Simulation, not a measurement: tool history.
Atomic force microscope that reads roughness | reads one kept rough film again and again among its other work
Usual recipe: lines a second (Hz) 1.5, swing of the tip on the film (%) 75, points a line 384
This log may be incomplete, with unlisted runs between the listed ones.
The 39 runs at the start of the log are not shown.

run,hour,lines a second (Hz),swing of the tip on the film (%),points a line,roughness of the kept film (nm (root mean square))
40,788.3,2.03,88,815,3.116
# hour 791.6: new tip fitted
41,816.8,1.66,75,336,3.588
42,837.9,2.32,60,615,3.464
# hour 844.8: new tip fitted
43,856.5,2.22,77,379,3.682
44,886.5,2.11,68,384,3.451
# hour 900.2: new tip fitted
45,913.8,2.11,85,364,3.536
46,929.2,1.5,73,384,3.636
47,943.1,1.5,73,384,3.457
# hour 954.5: new tip fitted
48,962.1,1.5,73,384,3.968
49,978.5,0.97,80,299,3.707
50,1004.3,0.91,82,564,3.418
# hour 1009.7: new tip fitted
51,1029.8,3.12,85,564,3.349

Predict each of these 5 candidate next runs independently; none follows another, all start after run 51:
A,1058.2,0.51,81,316,?
B,1058.2,2.37,85,564,?
C,1058.2,1.62,86,736,?
D,1058.2,0.93,75,384,?
E,1058.2,1.13,58,333,?

run,roughness of the kept film (nm (root mean square))
A,3.498
B,3.155
C,3.256
D,3.498
E,3.529
With the hidden condition removed and each run's random variation left untouched, the same runs would have given:
run,roughness of the kept film (nm (root mean square))
A,4.102
B,3.699
C,3.817
D,4.103
E,4.139
